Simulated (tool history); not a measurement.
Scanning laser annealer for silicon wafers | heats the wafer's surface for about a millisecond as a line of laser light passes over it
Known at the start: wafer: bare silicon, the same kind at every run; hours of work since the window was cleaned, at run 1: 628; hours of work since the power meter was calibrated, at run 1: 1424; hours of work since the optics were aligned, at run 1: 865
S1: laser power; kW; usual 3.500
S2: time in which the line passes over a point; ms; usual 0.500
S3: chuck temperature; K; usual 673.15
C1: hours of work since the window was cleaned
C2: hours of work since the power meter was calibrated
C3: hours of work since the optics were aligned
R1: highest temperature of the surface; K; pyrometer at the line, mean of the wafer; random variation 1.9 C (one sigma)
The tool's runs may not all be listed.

{"run": 1, "day": 0.0, "S1": 3.5, "S2": 0.5, "S3": 673.15, "C1": 628, "C2": 1424, "C3": 865, "R1": 1400.15}
{"day": 2.354, "done": "optics aligned, line set to its width"}
{"run": 2, "day": 2.638, "S1": 3.5, "S2": 0.5, "S3": 673.15, "C1": 657, "C2": 1453, "C3": 3, "R1": 1411.15}
{"run": 3, "day": 4.204, "S1": 3.5, "S2": 0.5, "S3": 673.15, "C1": 676, "C2": 1471, "C3": 22, "R1": 1410.15}
{"run": 4, "day": 6.908, "S1": 3.5, "S2": 0.5, "S3": 673.15, "C1": 708, "C2": 1503, "C3": 54, "R1": 1406.15}
{"run": 5, "day": 8.783, "S1": 3.5, "S2": 0.5, "S3": 698.15, "C1": 730, "C2": 1526, "C3": 77, "R1": 1434.15}
{"day": 10.812, "done": "window over the wafer cleaned"}
{"run": 6, "day": 11.512, "S1": 3.5, "S2": 0.5, "S3": 698.15, "C1": 8, "C2": 1557, "C3": 108, "R1": 1464.15}
{"run": 7, "day": 14.183, "S1": 3.5, "S2": 0.5, "S3": 698.15, "C1": 40, "C2": 1589, "C3": 140, "R1": 1462.15}
{"run": 8, "day": 16.629, "S1": 3.5, "S2": 0.608, "S3": 673.15, "C1": 69, "C2": 1618, "C3": 169, "R1": 1516.15}
{"run": 9, "day": 18.988, "S1": 3.5, "S2": 0.5, "S3": 673.15, "C1": 97, "C2": 1646, "C3": 197, "R1": 1433.15}
{"run": 10, "day": 21.292, "S1": 3.5, "S2": 0.5, "S3": 673.15, "C1": 125, "C2": 1673, "C3": 224, "R1": 1431.15}
{"run": 11, "day": 22.975, "S1": 3.5, "S2": 0.5, "S3": 673.15, "C1": 145, "C2": 1693, "C3": 244, "R1": 1431.15}
{"run": 12, "day": 25.617, "S1": 3.5, "S2": 0.5, "S3": 673.15, "C1": 176, "C2": 1725, "C3": 276, "R1": 1431.15}
{"run": 13, "day": 27.821, "S1": 3.5, "S2": 0.5, "S3": 673.15, "C1": 202, "C2": 1751, "C3": 302, "R1": 1423.15}
{"run": 14, "day": 30.838, "S1": 3.5, "S2": 0.487, "S3": 673.15, "C1": 238, "C2": 1787, "C3": 338, "R1": 1418.15}
{"run": 15, "day": 33.112, "S1": 3.5, "S2": 0.487, "S3": 673.15, "C1": 265, "C2": 1814, "C3": 365, "R1": 1410.15}
{"run": 16, "day": 35.875, "S1": 3.5, "S2": 0.5, "S3": 673.15, "C1": 298, "C2": 1847, "C3": 398, "R1": 1419.15}
{"run": 17, "day": 38.25, "S1": 3.5, "S2": 0.5, "S3": 673.15, "C1": 326, "C2": 1875, "C3": 426, "R1": 1419.15}
{"run": 18, "day": 40.192, "S1": 3.5, "S2": 0.5, "S3": 673.15, "C1": 349, "C2": 1898, "C3": 449, "R1": 1414.15}
{"run": 19, "day": 43.158, "S1": 3.5, "S2": 0.5, "S3": 673.15, "C1": 385, "C2": 1934, "C3": 484, "R1": 1415.15}
{"run": 20, "day": 45.667, "S1": 3.5, "S2": 0.5, "S3": 673.15, "C1": 415, "C2": 1963, "C3": 514, "R1": 1412.15}
{"run": 21, "day": 46.946, "S1": 3.5, "S2": 0.5, "S3": 673.15, "C1": 430, "C2": 1979, "C3": 529, "R1": 1411.15}
{"run": 22, "day": 49.838, "S1": 3.16, "S2": 0.54, "S3": 689.15, "C1": 464, "C2": 2013, "C3": 564, "R1": 1383.15}
{"run": 23, "day": 51.058, "S1": 3.553, "S2": 0.554, "S3": 669.15, "C1": 479, "C2": 2028, "C3": 578, "R1": 1458.15}
{"run": 24, "day": 53.233, "S1": 3.553, "S2": 0.554, "S3": 669.15, "C1": 505, "C2": 2053, "C3": 604, "R1": 1457.15}
{"run": 25, "day": 56.208, "S1": 3.553, "S2": 0.554, "S3": 669.15, "C1": 540, "C2": 2089, "C3": 640, "R1": 1453.15}
{"run": 26, "day": 58.379, "S1": 3.503, "S2": 0.48, "S3": 709.15, "C1": 566, "C2": 2115, "C3": 665, "R1": 1426.15}
{"run": 27, "day": 59.658, "S1": 3.33, "S2": 0.358, "S3": 701.15, "C1": 581, "C2": 2130, "C3": 681, "R1": 1283.15}
{"run": 28, "day": 62.512, "S1": 3.493, "S2": 0.358, "S3": 701.15, "C1": 615, "C2": 2164, "C3": 715, "R1": 1308.15}
{"run": 29, "day": 64.192, "S1": 3.5, "S2": 0.456, "S3": 673.15, "C1": 635, "C2": 2184, "C3": 735, "R1": 1365.15}
{"run": 30, "day": 66.3, "S1": 3.002, "S2": 0.5, "S3": 673.15, "C1": 660, "C2": 2209, "C3": 760, "R1": 1290.15}
{"run": 31, "day": 68.883, "S1": 3.002, "S2": 0.5, "S3": 673.15, "C1": 691, "C2": 2240, "C3": 790, "R1": 1286.15}
{"run": 32, "day": 70.233, "S1": 3.229, "S2": 0.5, "S3": 673.15, "C1": 707, "C2": 2256, "C3": 806, "R1": 1334.15}
{"run": 33, "day": 72.642, "S1": 3.548, "S2": 0.5, "S3": 673.15, "C1": 735, "C2": 2284, "C3": 835, "R1": 1406.15}
{"day": 74.208, "done": "window over the wafer cleaned"}
{"run": 34, "day": 74.271, "S1": 3.5, "S2": 0.5, "S3": 684.15, "C1": 1, "C2": 2303, "C3": 854, "R1": 1436.15}
{"run": 35, "day": 76.717, "S1": 3.15, "S2": 0.565, "S3": 673.15, "C1": 30, "C2": 2332, "C3": 883, "R1": 1389.15}
{"day": 77.592, "done": "optics aligned, line set to its width"}
{"run": 36, "day": 79.221, "S1": 3.092, "S2": 0.367, "S3": 654.15, "C1": 57, "C2": 2359, "C3": 19, "R1": 1221.15}
{"run": 37, "day": 82.083, "S1": 3.46, "S2": 0.511, "S3": 642.15, "C1": 91, "C2": 2393, "C3": 53, "R1": 1400.15}
{"run": 38, "day": 84.958, "S1": 3.5, "S2": 0.352, "S3": 641.15, "C1": 125, "C2": 2427, "C3": 88, "R1": 1269.15}
{"run": 39, "day": 86.771, "S1": 3.467, "S2": 0.5, "S3": 636.15, "C1": 147, "C2": 2449, "C3": 109, "R1": 1382.15}
{"run": 40, "day": 89.433, "S1": 3.673, "S2": 0.409, "S3": 662.15, "C1": 179, "C2": 2481, "C3": 141, "R1": 1377.15}

Measured less the same run without the tool's hidden state. The same run-to-run variation is in both; the gauge's scatter may not be:
The hidden state here: light that passes the window, % of a clean one's; laser's true power over the reading, %; width of the line over the set one, %; drift of the gauge itself on peak_c, C.
run=1 R1=-43.00
run=2 R1=-32.00
run=3 R1=-33.00
run=4 R1=-35.00
run=5 R1=-37.00
run=6 R1=-5.00
run=7 R1=-6.00
run=8 R1=-10.00
run=9 R1=-10.00
run=10 R1=-12.00
run=11 R1=-13.00
run=12 R1=-15.00
run=13 R1=-16.00
run=14 R1=-19.00
run=15 R1=-20.00
run=16 R1=-23.00
run=17 R1=-24.00
run=18 R1=-25.00
run=19 R1=-28.00
run=20 R1=-30.00
run=21 R1=-31.00
run=22 R1=-31.00
run=23 R1=-36.00
run=24 R1=-38.00
run=25 R1=-40.00
run=26 R1=-39.00
run=27 R1=-32.00
run=28 R1=-35.00
run=29 R1=-41.00
run=30 R1=-38.00
run=31 R1=-40.00
run=32 R1=-43.00
run=33 R1=-50.00
run=34 R1=-18.00
run=35 R1=-19.00
run=36 R1=-6.00
run=37 R1=-11.00
run=38 R1=-10.00
run=39 R1=-14.00
run=40 R1=-15.00
